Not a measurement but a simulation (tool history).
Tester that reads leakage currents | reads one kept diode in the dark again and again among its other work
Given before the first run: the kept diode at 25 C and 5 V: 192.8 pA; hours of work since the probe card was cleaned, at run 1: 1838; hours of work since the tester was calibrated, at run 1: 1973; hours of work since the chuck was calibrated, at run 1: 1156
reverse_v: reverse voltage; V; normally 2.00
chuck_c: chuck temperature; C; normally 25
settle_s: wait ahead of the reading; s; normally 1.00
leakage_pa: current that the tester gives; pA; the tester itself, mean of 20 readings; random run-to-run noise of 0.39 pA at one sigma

run	hour	reverse_v	chuck_c	settle_s	hours of work since the probe card was cleaned	hours of work since the tester was calibrated	hours of work since the chuck was calibrated	leakage_pa
1	0.0	2.00	25	1.00	1838	1973	1156	117.28
2	87.4	2.00	25	1.00	1886	2021	1204	116.28
3	220.8	2.00	25	1.00	1959	2094	1277	115.78
4	390.1	2.00	25	1.00	2052	2187	1370	114.37
5	484.6	16.71	25	1.00	2104	2238	1421	314.34
6	593.5	2.00	25	1.00	2163	2298	1481	113.04
7	680.9	2.00	25	1.00	2211	2346	1529	113.04
8	811.3	2.00	25	1.00	2282	2417	1600	111.67
# hour 823.1: chuck's temperature calibrated
# hour 844.8: tester calibrated
9	991.9	2.00	25	0.82	2379	81	91	132.73
10	1132.1	2.09	25	1.00	2456	157	168	133.91
# hour 1204.8: probe card cleaned and baked
11	1304.1	1.96	25	1.00	54	250	260	124.87
12	1419.7	1.96	25	0.42	118	313	324	124.23
13	1548.5	2.00	43	1.00	188	383	394	440.43
14	1725.1	2.00	43	1.00	285	480	491	437.39
15	1898.0	2.00	43	1.00	379	575	585	428.72
16	2047.5	2.00	43	1.00	461	657	667	428.09
17	2130.3	1.45	43	1.00	507	702	713	368.69
18	2209.1	1.45	27	1.00	550	745	756	119.20
19	2394.2	2.00	23	1.00	651	846	857	101.47
20	2575.2	7.70	25	9.00	750	945	956	212.69
21	2697.2	4.74	25	4.51	817	1012	1023	170.34
22	2834.4	14.80	34	3.75	892	1087	1098	534.17
23	2960.5	14.80	34	3.75	961	1156	1167	532.60
24	3068.6	14.80	34	3.75	1020	1215	1226	531.33
25	3150.7	1.64	25	1.00	1065	1260	1271	102.69
26	3300.6	1.64	22	7.32	1147	1342	1353	81.20
27	3455.4	1.64	22	7.32	1232	1427	1438	80.99
28	3547.2	14.08	20	5.12	1282	1477	1488	190.49
29	3732.4	2.00	36	1.00	1383	1579	1589	239.48
# hour 3761.9: chuck's temperature calibrated
30	3880.6	2.00	30	1.22	1463	1659	65	184.33
31	3959.0	2.00	36	2.63	1506	1702	108	276.84
32	4091.8	10.27	49	1.79	1579	1774	181	1348.09
33	4197.2	14.28	27	0.31	1637	1832	238	366.14
34	4368.6	14.28	27	0.31	1730	1926	332	361.07
35	4462.0	4.70	38	0.31	1782	1977	383	455.49
36	4568.2	4.70	38	0.31	1840	2035	441	453.46
37	4668.9	4.70	29	7.94	1895	2090	496	239.43
38	4793.3	1.56	32	1.57	1963	2158	564	179.02

Entry by entry between the runs, the difference in hidden state between the last listed run before and the first listed run after:
After run 8, before run 9: chuck's temperature calibrated (hour 823.1); tester calibrated (hour 844.8)
  stray current of the dirty probe card, pA a volt: 2.318 -> 2.414; current scale over the true one, %: -2.52 -> -0.01; true chuck temperature over the reading, C: -2.21 -> -0.18
  measured value less the no-hidden-state value, leakage_pa: -18.07 -> +3.07 pA
After run 10, before run 11: probe card cleaned and baked (hour 1204.8)
  stray current of the dirty probe card, pA a volt: 2.492 -> 0.073; current scale over the true one, %: -0.1 -> -0.19; true chuck temperature over the reading, C: -0.3 -> -0.43
  measured value less the no-hidden-state value, leakage_pa: +2.09 -> -4.24 pA
After run 29, before run 30: chuck's temperature calibrated (hour 3761.9)
  stray current of the dirty probe card, pA a volt: 1.383 -> 1.457; current scale over the true one, %: -1.62 -> -1.7; true chuck temperature over the reading, C: -2.43 -> -0.23
  measured value less the no-hidden-state value, leakage_pa: -45.78 -> -3.34 pA
